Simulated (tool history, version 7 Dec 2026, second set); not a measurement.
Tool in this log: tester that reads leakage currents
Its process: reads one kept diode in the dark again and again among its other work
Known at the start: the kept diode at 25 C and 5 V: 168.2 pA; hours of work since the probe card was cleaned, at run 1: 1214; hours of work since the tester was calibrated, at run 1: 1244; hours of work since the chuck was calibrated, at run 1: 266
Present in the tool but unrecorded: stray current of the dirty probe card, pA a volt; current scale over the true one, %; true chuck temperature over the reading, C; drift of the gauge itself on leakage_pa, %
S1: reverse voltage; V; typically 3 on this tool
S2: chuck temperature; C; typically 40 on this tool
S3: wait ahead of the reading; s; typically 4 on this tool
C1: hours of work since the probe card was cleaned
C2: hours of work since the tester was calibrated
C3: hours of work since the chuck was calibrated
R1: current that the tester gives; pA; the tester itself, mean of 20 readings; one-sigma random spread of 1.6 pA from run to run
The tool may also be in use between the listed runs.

run	hour	S1	S2	S3	C1	C2	C3	R1
1	0	3	40	4	1214	1244	266	537.9
2	34.7	3	40	4	1229	1259	282	535.92
3	63.6	3	40	4	1242	1272	294	538.8
4	103.8	3	40	4	1260	1289	312	536.81
5	165.2	3	26	4	1287	1317	339	151.11
6	213	3	26	4	1308	1338	360	152.39
7	267.1	3	27	4	1332	1361	384	167.01
8	297.8	3	33	4	1345	1375	398	289.69
9	331.5	3	33	4	1360	1390	413	290.19
10	388.9	3	33	4	1386	1415	438	289.82
11	440.9	3	33	4	1408	1438	461	289.52
12	505.2	1.85	33	3.79	1437	1466	489	237.92
13	545.9	5.38	23	1.4	1455	1484	507	143.41
14	593.7	3	46	2.34	1476	1506	528	891.74
15	638.5	1.96	59	7.53	1496	1525	548	2140.43
16	706.7	1.96	59	7.53	1526	1555	578	2138.36
17	763.5	3.56	27	1.89	1551	1580	603	178.67

Predict each of these 3 candidate next runs independently; none follows another, all start after run 17:
A	824.3	5.09	40	4	1578	1607	630	?
B	824.3	3	40	6.47	1578	1607	630	?
C	824.3	3.56	22	1.89	1578	1607	630	?

run	R1
A	655.99
B	533.06
C	110.34
The same runs, with their run-to-run variation unchanged, on a tool lacking any hidden condition would have given:
run	R1
A	656.73
B	533.67
C	110.44
